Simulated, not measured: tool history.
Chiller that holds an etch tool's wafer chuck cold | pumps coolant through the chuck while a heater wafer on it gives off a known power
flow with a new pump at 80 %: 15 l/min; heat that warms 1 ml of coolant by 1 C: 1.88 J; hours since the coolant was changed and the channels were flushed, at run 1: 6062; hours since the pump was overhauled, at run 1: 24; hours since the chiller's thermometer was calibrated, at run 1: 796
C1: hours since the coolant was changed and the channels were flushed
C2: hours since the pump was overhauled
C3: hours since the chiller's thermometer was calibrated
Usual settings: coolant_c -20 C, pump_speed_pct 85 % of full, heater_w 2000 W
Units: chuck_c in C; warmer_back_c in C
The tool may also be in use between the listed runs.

Run 1, hour 0.0: usual settings; C1 6062; C2 24; C3 796. Result: chuck_c -5.2 C, warmer_back_c 3.96 C.
Run 2, hour 101.3: usual settings; C1 6163; C2 125; C3 898. Result: chuck_c -5.2 C, warmer_back_c 3.94 C.
At hour 172.2: coolant changed, channels flushed.
Run 3, hour 211.9: usual settings; C1 40; C2 230; C3 1002. Result: chuck_c -7.3 C, warmer_back_c 3.97 C.
Run 4, hour 308.9: usual settings; C1 137; C2 327; C3 1099. Result: chuck_c -7.4 C, warmer_back_c 3.95 C.
Run 5, hour 357.9: usual settings; C1 186; C2 376; C3 1148. Result: chuck_c -7.4 C, warmer_back_c 3.98 C.
Run 6, hour 422.5: usual settings; C1 250; C2 441; C3 1213. Result: chuck_c -7.5 C, warmer_back_c 4.06 C.
Run 7, hour 486.1: usual settings; C1 314; C2 504; C3 1277. Result: chuck_c -7.4 C, warmer_back_c 3.96 C.
Run 8, hour 587.2: usual settings; C1 415; C2 605; C3 1378. Result: chuck_c -7.3 C, warmer_back_c 3.99 C.
Run 9, hour 688.9: usual settings but heater_w 2123 W; C1 517; C2 707; C3 1479. Result: chuck_c -6.4 C, warmer_back_c 4.28 C.
Run 10, hour 754.7: usual settings; C1 582; C2 773; C3 1545. Result: chuck_c -7.1 C, warmer_back_c 4.01 C.
Run 11, hour 817.7: usual settings; C1 645; C2 836; C3 1608. Result: chuck_c -7.0 C, warmer_back_c 3.99 C.
Run 12, hour 886.0: usual settings; C1 714; C2 904; C3 1676. Result: chuck_c -7.1 C, warmer_back_c 4.01 C.
Run 13, hour 981.3: usual settings; C1 809; C2 999; C3 1772. Result: chuck_c -6.9 C, warmer_back_c 4.00 C.
Run 14, hour 1082.2: usual settings; C1 910; C2 1100; C3 1873. Result: chuck_c -6.9 C, warmer_back_c 4.06 C.
Run 15, hour 1159.8: usual settings but coolant_c -18 C, pump_speed_pct 98 % of full, heater_w 2541 W; C1 988; C2 1178; C3 1950. Result: chuck_c -3.7 C, warmer_back_c 4.35 C.
Run 16, hour 1219.2: usual settings but coolant_c -18 C, pump_speed_pct 98 % of full, heater_w 2541 W; C1 1047; C2 1237; C3 2010. Result: chuck_c -3.5 C, warmer_back_c 4.37 C.
Run 17, hour 1300.9: usual settings but coolant_c -17 C, pump_speed_pct 79 % of full, heater_w 1902 W; C1 1129; C2 1319; C3 2091. Result: chuck_c -3.4 C, warmer_back_c 4.18 C.
Run 18, hour 1391.1: usual settings but pump_speed_pct 79 % of full; C1 1219; C2 1409; C3 2182. Result: chuck_c -5.6 C, warmer_back_c 4.43 C.
Run 19, hour 1478.8: usual settings but coolant_c -21 C, pump_speed_pct 79 % of full; C1 1307; C2 1497; C3 2269. Result: chuck_c -6.7 C, warmer_back_c 4.42 C.
Run 20, hour 1559.3: usual settings but coolant_c -21 C, pump_speed_pct 79 % of full; C1 1387; C2 1577; C3 2350. Result: chuck_c -6.6 C, warmer_back_c 4.43 C.
Run 21, hour 1659.3: usual settings but coolant_c -29 C, pump_speed_pct 94 % of full, heater_w 2399 W; C1 1487; C2 1677; C3 2450. Result: chuck_c -14.5 C, warmer_back_c 4.41 C.
Run 22, hour 1770.3: usual settings but coolant_c -22 C; C1 1598; C2 1788; C3 2561. Result: chuck_c -8.5 C, warmer_back_c 4.07 C.
Run 23, hour 1854.8: usual settings but heater_w 1714 W; C1 1683; C2 1873; C3 2645. Result: chuck_c -8.4 C, warmer_back_c 3.50 C.
Run 24, hour 1969.7: usual settings but heater_w 1693 W; C1 1798; C2 1988; C3 2760. Result: chuck_c -8.5 C, warmer_back_c 3.48 C.
Run 25, hour 2035.9: usual settings but heater_w 1693 W; C1 1864; C2 2054; C3 2826. Result: chuck_c -8.3 C, warmer_back_c 3.49 C.
Run 26, hour 2091.3: usual settings but coolant_c -13 C, pump_speed_pct 88 % of full, heater_w 2351 W; C1 1919; C2 2109; C3 2882. Result: chuck_c 2.6 C, warmer_back_c 4.67 C.
Run 27, hour 2207.1: usual settings but coolant_c -15 C; C1 2035; C2 2225; C3 2998. Result: chuck_c -1.2 C, warmer_back_c 4.11 C.

Hidden state at the last listed run before each entry between runs and at the first one after, where it differs:
Between runs 2 and 3: coolant changed, channels flushed (hour 172.2)
  heat passed by the chuck's channels, % of clean ones': 80.6 -> 99.5; flow at a given pump speed, % of a new pump's: 100.5 -> 100.3
  measured less the result without the state, chuck_c: +2.5 -> +0.2 C; warmer_back_c: -0.02 -> -0.01 C

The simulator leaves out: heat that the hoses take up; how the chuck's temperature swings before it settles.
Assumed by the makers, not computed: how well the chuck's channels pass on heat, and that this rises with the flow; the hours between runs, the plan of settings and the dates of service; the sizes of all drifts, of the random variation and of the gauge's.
